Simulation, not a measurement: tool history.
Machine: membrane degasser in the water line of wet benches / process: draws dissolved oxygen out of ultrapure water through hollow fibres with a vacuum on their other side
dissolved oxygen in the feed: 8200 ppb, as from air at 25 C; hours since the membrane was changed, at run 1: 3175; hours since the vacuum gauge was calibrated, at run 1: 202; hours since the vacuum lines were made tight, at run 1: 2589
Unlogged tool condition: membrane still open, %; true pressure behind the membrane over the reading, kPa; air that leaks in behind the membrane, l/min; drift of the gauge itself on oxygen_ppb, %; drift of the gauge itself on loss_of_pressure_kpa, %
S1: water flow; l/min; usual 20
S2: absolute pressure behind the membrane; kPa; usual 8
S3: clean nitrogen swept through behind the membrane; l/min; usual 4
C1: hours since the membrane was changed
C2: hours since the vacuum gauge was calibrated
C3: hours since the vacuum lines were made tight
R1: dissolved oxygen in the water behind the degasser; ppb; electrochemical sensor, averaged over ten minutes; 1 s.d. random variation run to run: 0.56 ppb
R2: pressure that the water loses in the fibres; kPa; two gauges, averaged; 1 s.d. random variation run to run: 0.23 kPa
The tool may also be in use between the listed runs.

run 1 hour=0 | S1=20 S2=8 S3=4 | C1=3175 C2=202 C3=2589 | R1=61.9 R2=58.27
run 2 hour=49 | S1=20 S2=8 S3=4 | C1=3224 C2=251 C3=2638 | R1=62 R2=58.4
run 3 hour=107.7 | S1=20 S2=18.41 S3=4 | C1=3283 C2=310 C3=2697 | R1=187.5 R2=58.24
run 4 hour=148.5 | S1=20 S2=18.41 S3=4 | C1=3324 C2=351 C3=2738 | R1=186.3 R2=58.47
run 5 hour=234.2 | S1=20 S2=18.41 S3=4 | C1=3409 C2=436 C3=2823 | R1=186 R2=58.78
run 6 hour=293.1 | S1=22 S2=8 S3=4 | C1=3468 C2=495 C3=2882 | R1=68.9 R2=64.33
run 7 hour=361.9 | S1=17 S2=8 S3=4 | C1=3537 C2=564 C3=2951 | R1=52 R2=49.97
run 8 hour=441.1 | S1=17 S2=8 S3=4 | C1=3616 C2=643 C3=3030 | R1=52.6 R2=49.87
run 9 hour=521.6 | S1=17 S2=8 S3=4 | C1=3697 C2=724 C3=3111 | R1=52.3 R2=49.74
run 10 hour=599.9 | S1=20 S2=15.28 S3=4 | C1=3775 C2=802 C3=3189 | R1=153.1 R2=59.12
run 11 hour=659.1 | S1=16 S2=8 S3=4 | C1=3834 C2=861 C3=3248 | R1=49.6 R2=47.25
run 12 hour=697.5 | S1=16 S2=8 S3=4 | C1=3873 C2=900 C3=3287 | R1=49.5 R2=47.03
run 13 hour=768.5 | S1=16 S2=8 S3=4 | C1=3944 C2=971 C3=3358 | R1=50.5 R2=47.36
run 14 hour=830.6 | S1=16 S2=8 S3=4 | C1=4006 C2=1033 C3=3420 | R1=50.1 R2=47.4
run 15 hour=909.5 | S1=20 S2=8 S3=3.26 | C1=4085 C2=1112 C3=3499 | R1=76.5 R2=58.59
run 16 hour=974.9 | S1=20 S2=8 S3=3.26 | C1=4150 C2=1177 C3=3564 | R1=77.1 R2=58.97
run 17 hour=1040.3 | S1=18 S2=8 S3=3.35 | C1=4216 C2=1242 C3=3629 | R1=68.7 R2=53.16
run 18 hour=1088.9 | S1=18 S2=8 S3=3.35 | C1=4264 C2=1291 C3=3678 | R1=67.4 R2=53.54
run 19 hour=1160.3 | S1=27 S2=6.75 S3=3.01 | C1=4336 C2=1362 C3=3749 | R1=89.1 R2=80.24
run 20 hour=1220.9 | S1=27 S2=6.75 S3=3.01 | C1=4396 C2=1423 C3=3810 | R1=89.7 R2=80.43
run 21 hour=1269.1 | S1=32 S2=8.5 S3=6.33 | C1=4444 C2=1471 C3=3858 | R1=86.4 R2=94.96
run 22 hour=1337.1 | S1=21 S2=8.5 S3=6.33 | C1=4512 C2=1539 C3=3926 | R1=50.2 R2=62.77
run 23 hour=1388.7 | S1=21 S2=10.18 S3=4.06 | C1=4564 C2=1591 C3=3978 | R1=93.5 R2=62.26
run 24 hour=1464.5 | S1=13 S2=4.85 S3=4.06 | C1=4640 C2=1667 C3=4054 | R1=15 R2=38.96
run 25 hour=1513.5 | S1=13 S2=10.79 S3=4.53 | C1=4689 C2=1716 C3=4103 | R1=56.3 R2=38.71
run 26 hour=1571.1 | S1=13 S2=10.79 S3=4.53 | C1=4746 C2=1773 C3=4160 | R1=56.4 R2=38.83
run 27 hour=1619.8 | S1=20 S2=8.34 S3=2.85 | C1=4795 C2=1822 C3=4209 | R1=94.2 R2=59.33
run 28 hour=1659.2 | S1=29 S2=8.41 S3=3.81 | C1=4834 C2=1861 C3=4248 | R1=110.7 R2=86.53
run 29 hour=1722.6 | S1=17 S2=8 S3=4 | C1=4898 C2=1925 C3=4312 | R1=54.9 R2=50.75
run 30 hour=1794.3 | S1=32 S2=8.56 S3=2.28 | C1=4969 C2=1996 C3=4383 | R1=194.5 R2=95.8
run 31 hour=1837.9 | S1=14 S2=14.41 S3=3.28 | C1=5013 C2=2040 C3=4427 | R1=121.4 R2=41.62
run 32 hour=1915.2 | S1=31 S2=4.97 S3=8.59 | C1=5090 C2=2117 C3=4504 | R1=36.8 R2=92.42

Measured less the same run without the tool's hidden state. The same run-to-run variation is in both; the gauge's scatter may not be:
run=1 R1=+1.3 R2=+2.3
run=2 R1=+1.3 R2=+2.33
run=3 R1=+3.2 R2=+2.38
run=4 R1=+3.3 R2=+2.41
run=5 R1=+3.5 R2=+2.48
run=6 R1=+2.1 R2=+2.77
run=7 R1=+1.4 R2=+2.2
run=8 R1=+1.5 R2=+2.23
run=9 R1=+1.6 R2=+2.29
run=10 R1=+3.8 R2=+2.76
run=11 R1=+1.7 R2=+2.24
run=12 R1=+1.7 R2=+2.25
run=13 R1=+1.7 R2=+2.31
run=14 R1=+1.8 R2=+2.35
run=15 R1=+3 R2=+2.98
run=16 R1=+3.1 R2=+3.03
run=17 R1=+2.7 R2=+2.77
run=18 R1=+2.8 R2=+2.82
run=19 R1=+5.5 R2=+4.3
run=20 R1=+5.7 R2=+4.35
run=21 R1=+7.4 R2=+5.22
run=22 R1=+3.2 R2=+3.49
run=23 R1=+4.2 R2=+3.52
run=24 R1=+1.2 R2=+2.22
run=25 R1=+2.7 R2=+2.25
run=26 R1=+2.8 R2=+2.28
run=27 R1=+4.8 R2=+3.53
run=28 R1=+7.8 R2=+5.17
run=29 R1=+3.3 R2=+3.07
run=30 R1=+11.2 R2=+5.89
run=31 R1=+5.3 R2=+2.6
run=32 R1=+7.8 R2=+5.84

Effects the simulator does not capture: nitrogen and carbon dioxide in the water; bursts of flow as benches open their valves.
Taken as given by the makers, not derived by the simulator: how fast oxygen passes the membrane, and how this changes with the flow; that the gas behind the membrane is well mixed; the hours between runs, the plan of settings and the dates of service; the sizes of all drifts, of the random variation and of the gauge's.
